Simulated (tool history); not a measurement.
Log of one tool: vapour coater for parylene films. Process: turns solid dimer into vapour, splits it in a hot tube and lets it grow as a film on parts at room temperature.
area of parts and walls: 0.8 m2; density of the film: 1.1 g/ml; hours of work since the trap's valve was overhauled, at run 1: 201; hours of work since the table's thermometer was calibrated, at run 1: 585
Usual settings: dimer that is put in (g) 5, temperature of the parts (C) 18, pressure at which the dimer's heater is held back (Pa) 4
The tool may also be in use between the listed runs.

run,hour,dimer that is put in (g),temperature of the parts (C),pressure at which the dimer's heater is held back (Pa),hours of work since the trap's valve was overhauled,hours of work since the table's thermometer was calibrated,thickness of the film (µm)
1,0,5,18,4,201,585,3.7
2,8.6,5,18,4,208,592,3.66
3,17.6,5,18,4,216,600,3.68
4,33,5,24,4,229,613,3.36
5,45.1,5,18,4,239,623,3.64
6,59.6,5,18,4,251,636,3.66
7,76.1,5,18,3.45,266,650,3.77
8,88.8,5,18,3.45,276,661,3.78
9,97.9,5,18,3.45,284,669,3.78
10,105.3,5,18,4,291,675,3.72
11,114.3,5,21,4,298,683,3.53
12,128.9,5,26,4,311,695,3.3
13,142.6,5,18,4,322,707,3.76
14,160.4,5,18,4,338,722,3.71
15,171.4,5,11,4,347,731,4.13
16,181.5,5,11,4,356,740,4.14
17,197.3,5,11,4,369,753,4.15
# hour 216.1: trap's valve overhauled
18,216.1,5,11,4,0,766,4.12
19,225.2,5,11,4,8,774,4.14
20,241.8,5,11,4,22,788,4.11
21,249.2,5,18,2.79,28,794,4
22,264.8,5,18,2.79,42,808,3.94
23,282.3,5,18,2.79,57,823,4.01
24,298.3,5,18,2.79,70,836,3.96
25,312.9,5,18,2.79,83,849,3.98
26,321,5,27,4,90,856,3.27
27,331.2,3,18,4,98,864,2.25
28,343.5,8,18,4,109,875,5.93
29,356.3,4,18,4,120,886,3.02
30,363.9,5,12,10.33,126,892,3.5
31,372.1,4,27,2.3,133,899,2.85
32,382.1,4,27,2.3,142,908,2.85
33,396.4,4,27,2.3,154,920,2.88
34,411.8,8,18,2.44,167,933,6.53
35,421.8,5,19,4,176,942,3.68
36,435.7,5,19,4,188,954,3.71
37,453.8,9,19,6.4,203,969,6.21
38,465,9,27,9.12,213,979,5.13
39,475.6,9,27,9.12,222,988,5.18
40,491.1,9,27,8.77,235,1001,5.18
41,499.4,4,18,4,242,1008,2.99
42,513.1,4,21,4.44,254,1020,2.81
# hour 523.3: gauge calibrated
43,527,4,21,4.44,266,1032,2.75
44,543.7,4,14,4.54,280,1046,3.04
45,554.8,2,17,4,289,1056,1.48
46,563.8,6,16,4,297,1063,4.54
47,573.7,6,16,4,306,1072,4.56

Forecast each of these 3 alternatives for the next run:
A,589.4,4,15,4,319,1085,?
B,589.4,6,16,4.29,319,1085,?
C,589.4,8,23,7.89,319,1085,?

run,thickness of the film (µm)
A,3.11
B,4.47
C,4.87
Without the tool's hidden state the same runs would have given:
run,thickness of the film (µm)
A,3.1
B,4.46
C,4.86
